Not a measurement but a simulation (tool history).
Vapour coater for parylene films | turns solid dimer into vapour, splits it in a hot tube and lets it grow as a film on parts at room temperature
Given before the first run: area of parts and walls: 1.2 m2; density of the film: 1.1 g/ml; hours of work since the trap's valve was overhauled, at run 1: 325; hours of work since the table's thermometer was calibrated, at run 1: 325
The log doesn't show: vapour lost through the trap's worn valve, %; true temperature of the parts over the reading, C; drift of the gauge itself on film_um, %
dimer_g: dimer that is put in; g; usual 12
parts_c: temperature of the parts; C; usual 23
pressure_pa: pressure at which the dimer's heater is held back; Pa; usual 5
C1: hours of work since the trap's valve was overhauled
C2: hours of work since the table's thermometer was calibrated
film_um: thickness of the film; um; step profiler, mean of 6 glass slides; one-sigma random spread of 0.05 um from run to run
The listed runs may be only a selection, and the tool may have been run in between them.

{"run": 1, "hour": 0.0, "dimer_g": 12, "parts_c": 23, "pressure_pa": 5, "C1": 325, "C2": 325, "film_um": 5.3}
{"run": 2, "hour": 18.5, "dimer_g": 12, "parts_c": 31, "pressure_pa": 5, "C1": 335, "C2": 335, "film_um": 4.02}
{"run": 3, "hour": 54.2, "dimer_g": 12, "parts_c": 31, "pressure_pa": 5, "C1": 353, "C2": 353, "film_um": 3.99}
{"run": 4, "hour": 73.0, "dimer_g": 12, "parts_c": 23, "pressure_pa": 10.23, "C1": 363, "C2": 363, "film_um": 4.78}
{"run": 5, "hour": 103.0, "dimer_g": 12, "parts_c": 23, "pressure_pa": 10.23, "C1": 379, "C2": 379, "film_um": 4.72}
{"run": 6, "hour": 127.5, "dimer_g": 15, "parts_c": 23, "pressure_pa": 5, "C1": 392, "C2": 392, "film_um": 6.56}
{"run": 7, "hour": 151.6, "dimer_g": 12, "parts_c": 23, "pressure_pa": 5, "C1": 405, "C2": 405, "film_um": 5.18}
{"run": 8, "hour": 182.8, "dimer_g": 12, "parts_c": 23, "pressure_pa": 5, "C1": 421, "C2": 421, "film_um": 5.11}
{"run": 9, "hour": 219.0, "dimer_g": 12, "parts_c": 23, "pressure_pa": 5, "C1": 441, "C2": 441, "film_um": 5.27}
{"run": 10, "hour": 250.2, "dimer_g": 12, "parts_c": 23, "pressure_pa": 5, "C1": 457, "C2": 457, "film_um": 5.15}
{"hour": 254.1, "done": "table's thermometer calibrated"}
{"run": 11, "hour": 267.0, "dimer_g": 12, "parts_c": 23, "pressure_pa": 5, "C1": 465, "C2": 7, "film_um": 5.19}
{"run": 12, "hour": 293.5, "dimer_g": 12, "parts_c": 23, "pressure_pa": 5, "C1": 479, "C2": 21, "film_um": 5.26}
{"hour": 312.6, "done": "table's thermometer calibrated, once more"}
{"run": 13, "hour": 323.9, "dimer_g": 7, "parts_c": 23, "pressure_pa": 5, "C1": 495, "C2": 6, "film_um": 2.94}
{"run": 14, "hour": 358.8, "dimer_g": 7, "parts_c": 23, "pressure_pa": 5, "C1": 513, "C2": 24, "film_um": 2.96}
{"run": 15, "hour": 391.5, "dimer_g": 12, "parts_c": 25, "pressure_pa": 5, "C1": 531, "C2": 42, "film_um": 4.66}
{"run": 16, "hour": 413.6, "dimer_g": 5, "parts_c": 23, "pressure_pa": 10.68, "C1": 542, "C2": 53, "film_um": 1.87}
{"run": 17, "hour": 450.6, "dimer_g": 5, "parts_c": 23, "pressure_pa": 10.68, "C1": 562, "C2": 73, "film_um": 1.87}
{"run": 18, "hour": 483.8, "dimer_g": 12, "parts_c": 18, "pressure_pa": 2.6, "C1": 579, "C2": 90, "film_um": 6.34}
{"run": 19, "hour": 504.3, "dimer_g": 12, "parts_c": 27, "pressure_pa": 8.62, "C1": 590, "C2": 101, "film_um": 4.06}
{"run": 20, "hour": 538.2, "dimer_g": 22, "parts_c": 25, "pressure_pa": 6.68, "C1": 608, "C2": 119, "film_um": 8.1}
{"run": 21, "hour": 575.6, "dimer_g": 9, "parts_c": 25, "pressure_pa": 3.28, "C1": 628, "C2": 139, "film_um": 3.71}
{"hour": 599.1, "done": "trap's valve overhauled"}
{"run": 22, "hour": 610.5, "dimer_g": 8, "parts_c": 20, "pressure_pa": 5.2, "C1": 6, "C2": 155, "film_um": 4.14}
{"run": 23, "hour": 638.5, "dimer_g": 8, "parts_c": 20, "pressure_pa": 5.2, "C1": 21, "C2": 170, "film_um": 4.16}

Here are 4 independent what-if runs from the current tool condition. What would each one return?
{"run": "A", "hour": 659.5, "dimer_g": 12, "parts_c": 18, "pressure_pa": 5.29, "C1": 32, "C2": 181, "film_um": "?"}
{"run": "B", "hour": 659.5, "dimer_g": 12, "parts_c": 33, "pressure_pa": 5, "C1": 32, "C2": 181, "film_um": "?"}
{"run": "C", "hour": 659.5, "dimer_g": 12, "parts_c": 26, "pressure_pa": 5, "C1": 32, "C2": 181, "film_um": "?"}
{"run": "D", "hour": 659.5, "dimer_g": 10, "parts_c": 18, "pressure_pa": 5, "C1": 32, "C2": 181, "film_um": "?"}

run=A film_um=6.65
run=B film_um=3.96
run=C film_um=5.07
run=D film_um=5.6
The same runs, with their run-to-run variation unchanged, on a tool lacking any hidden condition would have given:
run=A film_um=6.68
run=B film_um=3.98
run=C film_um=5.09
run=D film_um=5.63

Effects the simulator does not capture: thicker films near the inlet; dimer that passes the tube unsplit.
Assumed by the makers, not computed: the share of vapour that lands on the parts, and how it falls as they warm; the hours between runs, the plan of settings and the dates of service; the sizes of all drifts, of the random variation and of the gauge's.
